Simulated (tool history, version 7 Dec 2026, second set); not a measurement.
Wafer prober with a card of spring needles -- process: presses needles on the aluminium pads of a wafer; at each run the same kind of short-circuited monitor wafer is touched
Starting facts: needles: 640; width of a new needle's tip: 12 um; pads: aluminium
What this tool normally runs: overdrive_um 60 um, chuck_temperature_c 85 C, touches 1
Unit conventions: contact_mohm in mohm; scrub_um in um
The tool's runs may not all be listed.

run,hour,overdrive_um,chuck_temperature_c,touches,contact_mohm,scrub_um
1,0.0,60,85,1,188,16.67
# hour 13.3: tips cleaned on abrasive film
2,35.3,60,85,1,184,16.68
# hour 51.0: tips cleaned on abrasive film
3,79.6,60,85,1,184,16.67
# hour 85.8: tips cleaned on abrasive film
4,114.6,60,85,1,185,16.59
# hour 120.8: tips cleaned on abrasive film
# hour 156.0: tips cleaned on abrasive film
5,170.9,60,85,1,185,16.64
# hour 191.2: tips cleaned on abrasive film
6,211.9,60,85,1,182,16.66
# hour 225.6: tips cleaned on abrasive film
# hour 263.6: tips cleaned on abrasive film
7,263.6,60,85,1,185,16.67
# hour 301.5: tips cleaned on abrasive film
8,320.9,60,66,2,180,16.71
# hour 338.0: tips cleaned on abrasive film
# hour 351.3: height of the first contact set anew
9,353.7,48,40,2,177,13.36
# hour 378.9: tips cleaned on abrasive film
10,383.0,52,56,1,183,14.54
# hour 416.4: tips cleaned on abrasive film
11,440.7,68,105,1,186,18.91
# hour 452.5: tips cleaned on abrasive film
# hour 492.5: tips cleaned on abrasive film
12,507.4,68,105,1,186,18.94

What if the next run were any one of these 5? Each begins from the tool's condition after run 12:
# hour 530.4: tips cleaned on abrasive film
A,564.3,65,47,2,?,?
# hour 530.4: tips cleaned on abrasive film
B,564.3,60,85,3,?,?
# hour 530.4: tips cleaned on abrasive film
C,564.3,47,105,1,?,?
# hour 530.4: tips cleaned on abrasive film
D,564.3,51,55,3,?,?
# hour 530.4: tips cleaned on abrasive film
E,564.3,42,105,1,?,?

run,contact_mohm,scrub_um
A,176,18.10
B,184,16.78
C,192,13.09
D,181,14.18
E,190,11.69
The same runs, with their run-to-run variation unchanged, on a tool lacking any hidden condition would have given:
run,contact_mohm,scrub_um
A,175,18.01
B,183,16.70
C,191,13.03
D,181,14.11
E,190,11.64
